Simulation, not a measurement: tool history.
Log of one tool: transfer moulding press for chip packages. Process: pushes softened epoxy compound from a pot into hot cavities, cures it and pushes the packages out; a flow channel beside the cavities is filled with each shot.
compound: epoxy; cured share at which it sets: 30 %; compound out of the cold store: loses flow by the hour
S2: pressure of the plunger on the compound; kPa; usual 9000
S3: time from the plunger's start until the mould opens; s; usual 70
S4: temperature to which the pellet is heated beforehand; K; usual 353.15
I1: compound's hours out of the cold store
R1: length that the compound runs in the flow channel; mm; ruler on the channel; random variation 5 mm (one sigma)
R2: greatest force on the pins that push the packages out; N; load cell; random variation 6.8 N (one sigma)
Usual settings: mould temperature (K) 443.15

Run 1, hour 0.0: usual settings; I1 42.5. Result: R1 519 mm, R2 326 N.
At hour 37.7: plunger's sealing rings changed.
Run 2, hour 61.0: usual settings; I1 46.2. Result: R1 546 mm, R2 381 N.
At hour 66.5: cavities cleaned with cleaning compound and waxed.
Run 3, hour 110.4: usual settings but S3 67 s; I1 17.1. Result: R1 646 mm, R2 439 N.
At hour 151.9: cavities cleaned with cleaning compound and waxed.
Run 4, hour 181.1: usual settings; I1 45.8. Result: R1 531 mm, R2 328 N.
At hour 239.3: cavities cleaned with cleaning compound and waxed.
Run 5, hour 271.4: usual settings; I1 21.8. Result: R1 598 mm, R2 369 N.
At hour 327.4: cavities cleaned with cleaning compound and waxed.
At hour 347.6: plunger's sealing rings changed.
Run 6, hour 354.6: usual settings but S3 103 s; I1 37.2. Result: R1 578 mm, R2 208 N.
Run 7, hour 401.0: usual settings but S3 103 s; I1 30.6. Result: R1 588 mm, R2 243 N.
At hour 413.1: cavities cleaned with cleaning compound and waxed.
Run 8, hour 456.4: usual settings but S3 103 s; I1 47.2. Result: R1 533 mm, R2 236 N.
At hour 501.2: cavities cleaned with cleaning compound and waxed.
Run 9, hour 537.7: usual settings but S3 103 s; I1 26.3. Result: R1 583 mm, R2 239 N.
At hour 589.2: cavities cleaned with cleaning compound and waxed.
Run 10, hour 611.6: usual settings; I1 21.0. Result: R1 594 mm, R2 368 N.
At hour 651.5: plunger's sealing rings changed.
Run 11, hour 670.7: usual settings but S3 64 s; I1 11.4. Result: R1 667 mm, R2 549 N.
At hour 678.8: cavities cleaned with cleaning compound and waxed.
Run 12, hour 716.0: usual settings but S2 9680 kPa, S3 64 s; I1 46.1. Result: R1 563 mm, R2 440 N.
At hour 762.0: cavities cleaned with cleaning compound and waxed.
Run 13, hour 779.7: usual settings but S2 9680 kPa, S3 64 s; I1 12.0. Result: R1 676 mm, R2 450 N.
At hour 843.7: mould's thermocouples calibrated.
Run 14, hour 843.7: usual settings but S2 10200 kPa, S3 64 s, S4 362.15 K; I1 36.4. Result: R1 581 mm, R2 435 N.
At hour 853.3: cavities cleaned with cleaning compound and waxed.
Run 15, hour 891.2: usual settings but S2 8850 kPa, S3 62 s, S4 349.15 K; I1 44.6. Result: R1 515 mm, R2 436 N.
Run 16, hour 932.7: usual settings but mould temperature (K) 448.15, S2 10500 kPa, S3 56 s, S4 349.15 K; I1 36.5. Result: R1 571 mm, R2 471 N.
At hour 942.3: cavities cleaned with cleaning compound and waxed.
At hour 961.6: plunger's sealing rings changed.
At hour 1029.4: cavities cleaned with cleaning compound and waxed.
Run 17, hour 1030.9: usual settings but mould temperature (K) 448.15, S2 10500 kPa, S3 56 s, S4 349.15 K; I1 39.9. Result: R1 591 mm, R2 344 N.
At hour 1113.2: cavities cleaned with cleaning compound and waxed.
Run 18, hour 1113.2: usual settings but mould temperature (K) 448.15, S2 9680 kPa, S3 58 s, S4 356.15 K; I1 18.3. Result: R1 627 mm, R2 331 N.
Run 19, hour 1176.0: usual settings but S2 7130 kPa, S3 106 s, S4 345.15 K; I1 10.0. Result: R1 570 mm, R2 240 N.
At hour 1204.0: cavities cleaned with cleaning compound and waxed.
Run 20, hour 1226.2: usual settings but S3 77 s, S4 361.15 K; I1 18.8. Result: R1 604 mm, R2 271 N.
At hour 1266.4: plunger's sealing rings changed.
At hour 1292.6: cavities cleaned with cleaning compound and waxed.
Run 21, hour 1297.0: usual settings but S3 77 s, S4 361.15 K; I1 34.6. Result: R1 584 mm, R2 240 N.
Run 22, hour 1369.3: usual settings but S2 8410 kPa; I1 32.8. Result: R1 551 mm, R2 385 N.
At hour 1376.4: cavities cleaned with cleaning compound and waxed.
Run 23, hour 1439.7: usual settings but mould temperature (K) 439.15, S2 6990 kPa, S3 54 s, S4 351.15 K; I1 43.3. Result: R1 471 mm, R2 854 N.
At hour 1461.8: cavities cleaned with cleaning compound and waxed.
Run 24, hour 1486.9: usual settings but mould temperature (K) 439.15, S2 6990 kPa, S3 54 s, S4 351.15 K; I1 13.6. Result: R1 570 mm, R2 849 N.
At hour 1552.4: cavities cleaned with cleaning compound and waxed.
Run 25, hour 1556.7: usual settings but mould temperature (K) 439.15, S2 10730 kPa, S3 54 s, S4 351.15 K; I1 47.3. Result: R1 559 mm, R2 649 N.
At hour 1571.2: plunger's sealing rings changed.
Run 26, hour 1601.2: usual settings but S2 8100 kPa, S3 98 s, S4 346.15 K; I1 37.7. Result: R1 544 mm, R2 238 N.

Forecast each of these 5 alternatives for the next run:
At hour 1639.6: cavities cleaned with cleaning compound and waxed.
Run A, hour 1654.3: usual settings but S2 8750 kPa; I1 30.2. Result: R1 ?, R2 ?.
At hour 1639.6: cavities cleaned with cleaning compound and waxed.
Run B, hour 1654.3: usual settings but mould temperature (K) 441.15, S3 54 s, S4 347.15 K; I1 35.7. Result: R1 ?, R2 ?.
At hour 1639.6: cavities cleaned with cleaning compound and waxed.
Run C, hour 1654.3: usual settings but mould temperature (K) 437.15, S2 8100 kPa, S3 67 s, S4 349.15 K; I1 25.2. Result: R1 ?, R2 ?.
At hour 1639.6: cavities cleaned with cleaning compound and waxed.
Run D, hour 1654.3: usual settings but S2 7390 kPa, S3 68 s, S4 354.15 K; I1 14.2. Result: R1 ?, R2 ?.
At hour 1639.6: cavities cleaned with cleaning compound and waxed.
Run E, hour 1654.3: usual settings but mould temperature (K) 437.15, S2 7180 kPa, S3 51 s; I1 15.1. Result: R1 ?, R2 ?.

run   R1   R2
  A  583  327
  B  581  683
  C  596  557
  D  587  362
  E  591  938
Without the tool's hidden state the same runs would have given:
run   R1   R2
  A  595  283
  B  593  592
  C  608  481
  D  600  311
  E  603  821
